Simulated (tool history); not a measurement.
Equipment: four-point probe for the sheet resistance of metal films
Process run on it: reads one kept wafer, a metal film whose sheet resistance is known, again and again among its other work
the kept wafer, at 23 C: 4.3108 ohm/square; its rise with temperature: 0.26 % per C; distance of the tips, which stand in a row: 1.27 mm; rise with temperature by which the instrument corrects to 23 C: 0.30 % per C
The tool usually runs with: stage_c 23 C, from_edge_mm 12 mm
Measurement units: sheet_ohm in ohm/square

run 1 hour=0 | stage_c=23 from_edge_mm=12 | sheet_ohm=4.358806
run 2 hour=52.9 | stage_c=23 from_edge_mm=46 | sheet_ohm=4.335251
run 3 hour=110.6 | stage_c=26 from_edge_mm=12 | sheet_ohm=4.354784
run 4 hour=205.6 | stage_c=26 from_edge_mm=12 | sheet_ohm=4.355997
run 5 hour=255.1 | stage_c=26 from_edge_mm=5 | sheet_ohm=4.477138
run 6 hour=322.8 | stage_c=31 from_edge_mm=12 | sheet_ohm=4.349831
run 7 hour=418.8 | stage_c=31 from_edge_mm=12 | sheet_ohm=4.349832
run 8 hour=512.6 | stage_c=31 from_edge_mm=12 | sheet_ohm=4.351685
run 9 hour=603.8 | stage_c=31 from_edge_mm=12 | sheet_ohm=4.35152
run 10 hour=704.9 | stage_c=23 from_edge_mm=12 | sheet_ohm=4.365854
run 11 hour=793.2 | stage_c=23 from_edge_mm=12 | sheet_ohm=4.368882
run 12 hour=849.1 | stage_c=23 from_edge_mm=12 | sheet_ohm=4.36835
run 13 hour=898.9 | stage_c=28 from_edge_mm=5 | sheet_ohm=4.479691
run 14 hour=971.1 | stage_c=28 from_edge_mm=5 | sheet_ohm=4.480207
run 15 hour=1034.2 | stage_c=22 from_edge_mm=53 | sheet_ohm=4.348146

Run 16 has not been measured yet. What should we expect?
run 16 hour=1124.7 | stage_c=19 from_edge_mm=28 | sheet_ohm=?

Run 16 came out at sheet_ohm 4.356344 ohm/square.
Had the tool carried no hidden state, the very same run would have given sheet_ohm 4.322055 ohm/square.
